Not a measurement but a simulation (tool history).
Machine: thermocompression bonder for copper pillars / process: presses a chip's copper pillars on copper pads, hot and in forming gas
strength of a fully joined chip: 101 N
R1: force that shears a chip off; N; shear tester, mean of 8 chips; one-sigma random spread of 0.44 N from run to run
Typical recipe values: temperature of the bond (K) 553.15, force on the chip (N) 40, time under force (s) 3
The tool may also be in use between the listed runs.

run 1 hour=0.0 | temperature_of_the_bond_(K)=553.15 force_on_the_chip_(N)=40 time_under_force_(s)=3 | R1=56.3
run 2 hour=58.4 | temperature_of_the_bond_(K)=553.15 force_on_the_chip_(N)=40 time_under_force_(s)=3 | R1=56.8
-- hour=135.8 force cell calibrated
-- hour=144.1 heater calibrated with a thermocouple chip
run 3 hour=146.8 | temperature_of_the_bond_(K)=551.15 force_on_the_chip_(N)=40 time_under_force_(s)=3 | R1=55.4
run 4 hour=214.6 | temperature_of_the_bond_(K)=553.15 force_on_the_chip_(N)=40 time_under_force_(s)=3 | R1=57.2
run 5 hour=282.1 | temperature_of_the_bond_(K)=553.15 force_on_the_chip_(N)=40 time_under_force_(s)=3 | R1=57.2
run 6 hour=361.7 | temperature_of_the_bond_(K)=553.15 force_on_the_chip_(N)=40 time_under_force_(s)=3 | R1=57.4
run 7 hour=429.8 | temperature_of_the_bond_(K)=553.15 force_on_the_chip_(N)=40 time_under_force_(s)=3 | R1=56.9
-- hour=446.8 forming gas filter changed
run 8 hour=491.3 | temperature_of_the_bond_(K)=553.15 force_on_the_chip_(N)=40 time_under_force_(s)=3 | R1=56.9
run 9 hour=589.4 | temperature_of_the_bond_(K)=553.15 force_on_the_chip_(N)=40 time_under_force_(s)=3 | R1=56.5
run 10 hour=686.4 | temperature_of_the_bond_(K)=553.15 force_on_the_chip_(N)=40 time_under_force_(s)=3 | R1=56.4
run 11 hour=766.0 | temperature_of_the_bond_(K)=553.15 force_on_the_chip_(N)=40 time_under_force_(s)=9 | R1=76.2
run 12 hour=841.5 | temperature_of_the_bond_(K)=553.15 force_on_the_chip_(N)=40 time_under_force_(s)=9 | R1=77.2
run 13 hour=923.5 | temperature_of_the_bond_(K)=553.15 force_on_the_chip_(N)=40 time_under_force_(s)=9 | R1=76.7
run 14 hour=1000.4 | temperature_of_the_bond_(K)=567.15 force_on_the_chip_(N)=34 time_under_force_(s)=2 | R1=50.9
run 15 hour=1060.0 | temperature_of_the_bond_(K)=570.15 force_on_the_chip_(N)=41 time_under_force_(s)=2 | R1=57.4
run 16 hour=1136.0 | temperature_of_the_bond_(K)=548.15 force_on_the_chip_(N)=24 time_under_force_(s)=6 | R1=52.8
-- hour=1182.4 forming gas filter changed
run 17 hour=1189.4 | temperature_of_the_bond_(K)=569.15 force_on_the_chip_(N)=39 time_under_force_(s)=6 | R1=75.4
run 18 hour=1246.8 | temperature_of_the_bond_(K)=569.15 force_on_the_chip_(N)=39 time_under_force_(s)=6 | R1=75.8
run 19 hour=1333.1 | temperature_of_the_bond_(K)=569.15 force_on_the_chip_(N)=39 time_under_force_(s)=6 | R1=75.8
run 20 hour=1430.6 | temperature_of_the_bond_(K)=527.15 force_on_the_chip_(N)=47 time_under_force_(s)=7 | R1=65.6
run 21 hour=1497.5 | temperature_of_the_bond_(K)=553.15 force_on_the_chip_(N)=50 time_under_force_(s)=3 | R1=62.3
run 22 hour=1539.9 | temperature_of_the_bond_(K)=549.15 force_on_the_chip_(N)=50 time_under_force_(s)=3 | R1=61.2
-- hour=1620.4 heater calibrated with a thermocouple chip
run 23 hour=1620.4 | temperature_of_the_bond_(K)=549.15 force_on_the_chip_(N)=50 time_under_force_(s)=3 | R1=61.4
run 24 hour=1662.3 | temperature_of_the_bond_(K)=549.15 force_on_the_chip_(N)=50 time_under_force_(s)=3 | R1=61.1
run 25 hour=1711.4 | temperature_of_the_bond_(K)=549.15 force_on_the_chip_(N)=50 time_under_force_(s)=3 | R1=61.7
run 26 hour=1803.7 | temperature_of_the_bond_(K)=579.15 force_on_the_chip_(N)=25 time_under_force_(s)=2 | R1=46.6

5 ways to go on from here, each from the tool as it stands after run 26. What would each give?
run A hour=1900.1 | temperature_of_the_bond_(K)=529.15 force_on_the_chip_(N)=47 time_under_force_(s)=2 | R1=?
run B hour=1900.1 | temperature_of_the_bond_(K)=553.15 force_on_the_chip_(N)=33 time_under_force_(s)=3 | R1=?
run C hour=1900.1 | temperature_of_the_bond_(K)=551.15 force_on_the_chip_(N)=25 time_under_force_(s)=2 | R1=?
run D hour=1900.1 | temperature_of_the_bond_(K)=571.15 force_on_the_chip_(N)=35 time_under_force_(s)=2 | R1=?
run E hour=1900.1 | temperature_of_the_bond_(K)=543.15 force_on_the_chip_(N)=44 time_under_force_(s)=2 | R1=?

run=A R1=44.8
run=B R1=51.6
run=C R1=37.6
run=D R1=53.1
run=E R1=48.3
Without the tool's unlogged condition, the same runs would have read:
run=A R1=44.7
run=B R1=51.5
run=C R1=37.5
run=D R1=53.0
run=E R1=48.2
